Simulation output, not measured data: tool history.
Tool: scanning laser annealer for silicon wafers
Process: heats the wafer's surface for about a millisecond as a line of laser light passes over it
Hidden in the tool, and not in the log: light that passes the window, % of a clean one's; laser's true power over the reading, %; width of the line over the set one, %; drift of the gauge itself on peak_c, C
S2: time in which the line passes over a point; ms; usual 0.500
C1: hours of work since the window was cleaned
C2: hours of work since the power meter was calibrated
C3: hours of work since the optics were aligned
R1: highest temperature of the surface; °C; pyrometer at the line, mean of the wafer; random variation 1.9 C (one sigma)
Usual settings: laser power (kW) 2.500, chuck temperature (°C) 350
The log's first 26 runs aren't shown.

run 27 hour=184.3 | laser_power_(kW)=2.154 S2=0.500 chuck_temperature_(°C)=364 | C1=445 C2=139 C3=373 | R1=972
run 28 hour=189.9 | laser_power_(kW)=2.154 S2=0.500 chuck_temperature_(°C)=364 | C1=448 C2=142 C3=376 | R1=969
run 29 hour=196.4 | laser_power_(kW)=2.154 S2=0.500 chuck_temperature_(°C)=364 | C1=451 C2=145 C3=379 | R1=971
run 30 hour=204.4 | laser_power_(kW)=2.609 S2=0.350 chuck_temperature_(°C)=368 | C1=455 C2=150 C3=383 | R1=1024
run 31 hour=214.4 | laser_power_(kW)=2.312 S2=0.560 chuck_temperature_(°C)=372 | C1=460 C2=155 C3=389 | R1=1071
run 32 hour=224.6 | laser_power_(kW)=2.312 S2=0.560 chuck_temperature_(°C)=372 | C1=466 C2=160 C3=394 | R1=1072
run 33 hour=229.0 | laser_power_(kW)=2.500 S2=0.447 chuck_temperature_(°C)=387 | C1=468 C2=163 C3=396 | R1=1080
run 34 hour=237.6 | laser_power_(kW)=2.500 S2=0.447 chuck_temperature_(°C)=387 | C1=473 C2=167 C3=401 | R1=1084
-- hour=247.3 window over the wafer cleaned
run 35 hour=249.3 | laser_power_(kW)=2.500 S2=0.447 chuck_temperature_(°C)=387 | C1=1 C2=172 C3=406 | R1=1103
run 36 hour=259.1 | laser_power_(kW)=2.500 S2=0.447 chuck_temperature_(°C)=387 | C1=6 C2=177 C3=411 | R1=1106
run 37 hour=268.4 | laser_power_(kW)=2.500 S2=0.447 chuck_temperature_(°C)=387 | C1=11 C2=182 C3=416 | R1=1107
run 38 hour=274.3 | laser_power_(kW)=2.252 S2=0.500 chuck_temperature_(°C)=350 | C1=14 C2=185 C3=419 | R1=1012
run 39 hour=283.8 | laser_power_(kW)=2.430 S2=0.500 chuck_temperature_(°C)=350 | C1=19 C2=190 C3=424 | R1=1077
run 40 hour=291.4 | laser_power_(kW)=2.430 S2=0.500 chuck_temperature_(°C)=350 | C1=23 C2=194 C3=428 | R1=1078

Forecast each of these 5 alternatives for the next run:
run A hour=299.8 | laser_power_(kW)=2.430 S2=0.568 chuck_temperature_(°C)=355 | C1=28 C2=199 C3=433 | R1=?
run B hour=299.8 | laser_power_(kW)=2.157 S2=0.500 chuck_temperature_(°C)=350 | C1=28 C2=199 C3=433 | R1=?
run C hour=299.8 | laser_power_(kW)=2.546 S2=0.545 chuck_temperature_(°C)=388 | C1=28 C2=199 C3=433 | R1=?
run D hour=299.8 | laser_power_(kW)=2.256 S2=0.377 chuck_temperature_(°C)=350 | C1=28 C2=199 C3=433 | R1=?
run E hour=299.8 | laser_power_(kW)=2.149 S2=0.376 chuck_temperature_(°C)=351 | C1=28 C2=199 C3=433 | R1=?

run=A R1=1131
run=B R1=973
run=C R1=1193
run=D R1=925
run=E R1=894
Without the tool's hidden state the same runs would have given:
run=A R1=1142
run=B R1=982
run=C R1=1205
run=D R1=933
run=E R1=902

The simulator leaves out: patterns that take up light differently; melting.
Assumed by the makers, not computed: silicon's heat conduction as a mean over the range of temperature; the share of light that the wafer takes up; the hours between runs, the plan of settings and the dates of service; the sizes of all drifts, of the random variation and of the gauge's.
